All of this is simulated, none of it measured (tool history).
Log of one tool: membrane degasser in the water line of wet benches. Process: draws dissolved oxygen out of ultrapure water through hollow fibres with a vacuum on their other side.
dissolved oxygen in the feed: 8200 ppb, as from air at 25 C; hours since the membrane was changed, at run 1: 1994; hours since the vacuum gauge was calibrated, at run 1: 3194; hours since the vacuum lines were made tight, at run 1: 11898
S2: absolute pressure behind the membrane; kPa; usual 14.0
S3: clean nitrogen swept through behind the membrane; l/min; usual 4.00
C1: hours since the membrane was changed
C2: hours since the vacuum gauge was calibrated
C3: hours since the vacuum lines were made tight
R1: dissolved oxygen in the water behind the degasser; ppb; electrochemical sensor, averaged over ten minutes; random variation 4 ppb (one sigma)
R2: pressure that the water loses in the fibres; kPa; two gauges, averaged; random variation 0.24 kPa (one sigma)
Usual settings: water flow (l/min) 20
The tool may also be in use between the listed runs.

{"run": 1, "hour": 0.0, "water flow (l/min)": 20, "S2": 14.0, "S3": 4.0, "C1": 1994, "C2": 3194, "C3": 11898, "R1": 400.4, "R2": 62.94}
{"run": 2, "hour": 98.5, "water flow (l/min)": 20, "S2": 14.0, "S3": 4.0, "C1": 2092, "C2": 3293, "C3": 11997, "R1": 407.2, "R2": 62.91}
{"run": 3, "hour": 198.0, "water flow (l/min)": 20, "S2": 15.2, "S3": 4.0, "C1": 2192, "C2": 3392, "C3": 12096, "R1": 420.1, "R2": 62.96}
{"run": 4, "hour": 291.1, "water flow (l/min)": 20, "S2": 14.0, "S3": 9.64, "C1": 2285, "C2": 3485, "C3": 12189, "R1": 334.9, "R2": 62.86}
{"run": 5, "hour": 430.5, "water flow (l/min)": 20, "S2": 14.0, "S3": 4.0, "C1": 2424, "C2": 3625, "C3": 12329, "R1": 406.6, "R2": 63.29}
{"run": 6, "hour": 524.9, "water flow (l/min)": 20, "S2": 14.0, "S3": 4.0, "C1": 2518, "C2": 3719, "C3": 12423, "R1": 398.1, "R2": 63.08}
{"run": 7, "hour": 634.9, "water flow (l/min)": 20, "S2": 14.0, "S3": 4.0, "C1": 2628, "C2": 3829, "C3": 12533, "R1": 412.4, "R2": 63.24}
{"run": 8, "hour": 799.1, "water flow (l/min)": 20, "S2": 14.0, "S3": 11.13, "C1": 2793, "C2": 3993, "C3": 12697, "R1": 325.1, "R2": 63.01}
{"run": 9, "hour": 940.9, "water flow (l/min)": 20, "S2": 14.0, "S3": 11.13, "C1": 2934, "C2": 4135, "C3": 12839, "R1": 332.4, "R2": 63.26}
{"run": 10, "hour": 1061.4, "water flow (l/min)": 20, "S2": 14.0, "S3": 8.11, "C1": 3055, "C2": 4256, "C3": 12960, "R1": 353.1, "R2": 63.06}
{"run": 11, "hour": 1192.0, "water flow (l/min)": 20, "S2": 12.7, "S3": 4.0, "C1": 3186, "C2": 4386, "C3": 13090, "R1": 400.5, "R2": 63.26}
{"run": 12, "hour": 1278.1, "water flow (l/min)": 20, "S2": 12.7, "S3": 4.0, "C1": 3272, "C2": 4472, "C3": 13176, "R1": 401.5, "R2": 62.74}
{"hour": 1352.4, "done": "vacuum gauge calibrated"}
{"run": 13, "hour": 1403.9, "water flow (l/min)": 20, "S2": 12.7, "S3": 4.0, "C1": 3397, "C2": 52, "C3": 13302, "R1": 397.1, "R2": 63.62}
{"run": 14, "hour": 1551.9, "water flow (l/min)": 20, "S2": 14.0, "S3": 7.43, "C1": 3545, "C2": 199, "C3": 13450, "R1": 359.1, "R2": 63.61}
{"run": 15, "hour": 1626.1, "water flow (l/min)": 20, "S2": 14.0, "S3": 7.43, "C1": 3619, "C2": 274, "C3": 13524, "R1": 357.0, "R2": 63.21}
{"run": 16, "hour": 1762.4, "water flow (l/min)": 14, "S2": 14.0, "S3": 4.0, "C1": 3755, "C2": 410, "C3": 13660, "R1": 251.0, "R2": 44.14}
{"run": 17, "hour": 1859.4, "water flow (l/min)": 14, "S2": 14.4, "S3": 8.57, "C1": 3852, "C2": 507, "C3": 13757, "R1": 208.3, "R2": 44.53}
{"hour": 1874.3, "done": "vacuum gauge calibrated, once more"}
{"run": 18, "hour": 1972.5, "water flow (l/min)": 27, "S2": 19.9, "S3": 2.69, "C1": 3965, "C2": 98, "C3": 13870, "R1": 782.1, "R2": 85.98}
{"hour": 2066.7, "done": "seals of the vacuum lines changed"}
{"run": 19, "hour": 2094.5, "water flow (l/min)": 27, "S2": 19.9, "S3": 8.12, "C1": 4085, "C2": 218, "C3": 28, "R1": 574.0, "R2": 85.73}
{"run": 20, "hour": 2221.4, "water flow (l/min)": 20, "S2": 14.0, "S3": 10.17, "C1": 4212, "C2": 345, "C3": 155, "R1": 338.5, "R2": 63.43}
{"run": 21, "hour": 2335.7, "water flow (l/min)": 20, "S2": 12.0, "S3": 10.17, "C1": 4326, "C2": 459, "C3": 269, "R1": 328.6, "R2": 63.44}

The next listed run, before its measurement:
{"run": 22, "hour": 2432.2, "water flow (l/min)": 20, "S2": 12.0, "S3": 10.17, "C1": 4423, "C2": 556, "C3": 365, "R1": "?", "R2": "?"}

Run 22 gave R1 328.5 ppb, R2 63.49 kPa.
Without the tool's hidden state the same run would have given R1 311.9 ppb, R2 62.38 kPa.

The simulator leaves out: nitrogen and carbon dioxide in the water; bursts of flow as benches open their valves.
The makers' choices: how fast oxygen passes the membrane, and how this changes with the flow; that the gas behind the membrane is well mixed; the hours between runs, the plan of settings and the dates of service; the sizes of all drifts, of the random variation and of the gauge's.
